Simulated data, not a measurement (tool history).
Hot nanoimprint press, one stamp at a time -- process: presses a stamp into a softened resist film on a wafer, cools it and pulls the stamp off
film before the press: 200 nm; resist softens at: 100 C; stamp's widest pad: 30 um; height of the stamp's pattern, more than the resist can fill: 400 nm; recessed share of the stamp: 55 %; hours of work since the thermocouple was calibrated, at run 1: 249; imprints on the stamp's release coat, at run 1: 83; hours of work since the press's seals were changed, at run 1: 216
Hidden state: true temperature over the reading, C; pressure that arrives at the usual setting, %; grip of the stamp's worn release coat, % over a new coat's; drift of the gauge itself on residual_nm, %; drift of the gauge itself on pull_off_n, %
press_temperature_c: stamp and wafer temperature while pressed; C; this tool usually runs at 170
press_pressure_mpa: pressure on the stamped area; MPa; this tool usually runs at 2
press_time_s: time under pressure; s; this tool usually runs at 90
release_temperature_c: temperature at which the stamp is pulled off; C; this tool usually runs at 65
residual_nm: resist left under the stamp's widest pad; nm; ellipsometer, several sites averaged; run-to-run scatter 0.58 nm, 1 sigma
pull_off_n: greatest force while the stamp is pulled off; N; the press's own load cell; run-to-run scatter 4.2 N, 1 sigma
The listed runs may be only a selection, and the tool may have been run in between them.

run,day,press_temperature_c,press_pressure_mpa,press_time_s,release_temperature_c,hours of work since the thermocouple was calibrated,imprints on the stamp's release coat,hours of work since the press's seals were changed,residual_nm,pull_off_n
1,0,170,2,90,65,249,83,216,90.2,209
2,1.417,170,2,90,65,273,210,239,89,221
3,2.829,170,2,90,65,296,338,263,90,221
4,3.742,170,2,90,65,311,420,278,90.3,234
5,4.65,170,2,90,65,326,502,293,90.1,239
6,6.033,170,2,90,65,349,626,315,90.3,253
7,6.721,170,2,83,65,360,688,327,93.4,260
8,7.538,170,2,83,65,373,762,340,94.4,263
9,8.5,170,2,83,65,389,849,356,93.3,258
10,9.3,170,2,90,65,403,921,369,91.6,262
11,10.283,170,1.41,90,65,419,1010,385,108.8,277
12,11.225,170,2,90,65,434,1094,401,91.1,286
13,12.171,170,2,90,65,450,1180,417,91.5,292
# day 12.429: plate thermocouple calibrated
14,12.917,170,2,90,65,8,1236,427,93.3,304
# day 13.538: stamp cleaned and given a new release coat
15,14.088,170,2,90,65,23,50,442,93,204
# day 15.171: plate thermocouple calibrated, once more
16,15.433,170,2,90,65,4,160,462,87.2,213
17,16.242,163,2,119,63,18,233,475,99.2,223
18,17.542,161,2.35,89,65,39,350,497,106.9,228
19,18.483,173,1.65,90,66,55,435,512,89.6,226
20,19.988,173,1.65,90,62,79,570,537,90.6,256

For run 21, what comes out?
21,20.742,169,2,114,59,92,639,550,?,?

{"run 21": {"residual_nm": 85.1, "pull_off_n": 267}}
Without the tool's hidden state the same run would have given residual_nm 82.5 nm, pull_off_n 219 N.
